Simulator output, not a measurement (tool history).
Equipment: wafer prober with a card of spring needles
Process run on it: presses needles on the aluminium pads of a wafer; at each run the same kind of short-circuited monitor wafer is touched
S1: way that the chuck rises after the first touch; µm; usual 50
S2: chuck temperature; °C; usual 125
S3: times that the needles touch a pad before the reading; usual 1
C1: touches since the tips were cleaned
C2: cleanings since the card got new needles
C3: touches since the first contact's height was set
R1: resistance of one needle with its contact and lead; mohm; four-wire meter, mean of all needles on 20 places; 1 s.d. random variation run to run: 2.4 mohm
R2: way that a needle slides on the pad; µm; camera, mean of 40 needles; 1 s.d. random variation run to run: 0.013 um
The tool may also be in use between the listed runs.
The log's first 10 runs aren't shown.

{"hour": 73.6, "done": "tips cleaned on abrasive film"}
{"run": 11, "hour": 76.4, "S1": 50, "S2": 125, "S3": 1, "C1": 1573, "C2": 15, "C3": 104461, "R1": 353, "R2": 8.5}
{"run": 12, "hour": 85.3, "S1": 50, "S2": 125, "S3": 2, "C1": 6435, "C2": 15, "C3": 109323, "R1": 402, "R2": 8.52}
{"hour": 86.1, "done": "tips cleaned on abrasive film"}
{"run": 13, "hour": 91.6, "S1": 50, "S2": 125, "S3": 2, "C1": 3071, "C2": 16, "C3": 112777, "R1": 369, "R2": 8.51}
{"hour": 98.4, "done": "tips cleaned on abrasive film"}
{"run": 14, "hour": 98.4, "S1": 50, "S2": 125, "S3": 2, "C1": 0, "C2": 17, "C3": 116446, "R1": 282, "R2": 8.49}
{"run": 15, "hour": 109.7, "S1": 50, "S2": 125, "S3": 2, "C1": 6201, "C2": 17, "C3": 122647, "R1": 408, "R2": 8.5}
{"hour": 110.8, "done": "tips cleaned on abrasive film"}
{"run": 16, "hour": 116.7, "S1": 50, "S2": 125, "S3": 2, "C1": 3193, "C2": 18, "C3": 126419, "R1": 356, "R2": 8.5}
{"run": 17, "hour": 122.3, "S1": 50, "S2": 125, "S3": 2, "C1": 6310, "C2": 18, "C3": 129536, "R1": 405, "R2": 8.48}
{"hour": 123.3, "done": "tips cleaned on abrasive film"}
{"run": 18, "hour": 133.5, "S1": 50, "S2": 125, "S3": 2, "C1": 5637, "C2": 19, "C3": 135643, "R1": 405, "R2": 8.49}
{"hour": 135.3, "done": "tips cleaned on abrasive film"}
{"run": 19, "hour": 138.8, "S1": 58, "S2": 125, "S3": 2, "C1": 1962, "C2": 20, "C3": 138517, "R1": 304, "R2": 9.87}
{"hour": 140.8, "done": "height of the first contact set anew"}
{"run": 20, "hour": 146.2, "S1": 58, "S2": 125, "S3": 2, "C1": 5840, "C2": 20, "C3": 2948, "R1": 362, "R2": 10.04}
{"hour": 147.9, "done": "tips cleaned on abrasive film"}
{"run": 21, "hour": 151.8, "S1": 61, "S2": 29, "S3": 3, "C1": 2135, "C2": 21, "C3": 5953, "R1": 268, "R2": 10.54}
{"hour": 160.6, "done": "tips cleaned on abrasive film"}
{"run": 22, "hour": 161.6, "S1": 50, "S2": 125, "S3": 3, "C1": 562, "C2": 22, "C3": 11320, "R1": 277, "R2": 8.6}
{"hour": 173.3, "done": "tips cleaned on abrasive film"}
{"run": 23, "hour": 173.4, "S1": 50, "S2": 125, "S3": 3, "C1": 48, "C2": 23, "C3": 17764, "R1": 275, "R2": 8.63}
{"run": 24, "hour": 183.4, "S1": 50, "S2": 125, "S3": 1, "C1": 5515, "C2": 23, "C3": 23231, "R1": 491, "R2": 8.62}
{"hour": 185.7, "done": "tips cleaned on abrasive film"}
{"run": 25, "hour": 194.1, "S1": 50, "S2": 125, "S3": 2, "C1": 4622, "C2": 24, "C3": 29086, "R1": 384, "R2": 8.62}
{"hour": 198.2, "done": "tips cleaned on abrasive film"}
{"run": 26, "hour": 202.9, "S1": 60, "S2": 75, "S3": 2, "C1": 2617, "C2": 25, "C3": 33881, "R1": 313, "R2": 10.33}
{"hour": 210.4, "done": "tips cleaned on abrasive film"}
{"run": 27, "hour": 212.3, "S1": 31, "S2": 75, "S3": 1, "C1": 1038, "C2": 26, "C3": 38958, "R1": 439, "R2": 5.31}

For run 28, what comes out?
{"run": 28, "hour": 218.6, "S1": 49, "S2": 125, "S3": 1, "C1": 4513, "C2": 26, "C3": 42433, "R1": "?", "R2": "?"}

{"run 28": {"R1": 460, "R2": 8.4}}
Minus the tool's unlogged condition, the same run would have read R1 265 mohm, R2 8.45 µm.

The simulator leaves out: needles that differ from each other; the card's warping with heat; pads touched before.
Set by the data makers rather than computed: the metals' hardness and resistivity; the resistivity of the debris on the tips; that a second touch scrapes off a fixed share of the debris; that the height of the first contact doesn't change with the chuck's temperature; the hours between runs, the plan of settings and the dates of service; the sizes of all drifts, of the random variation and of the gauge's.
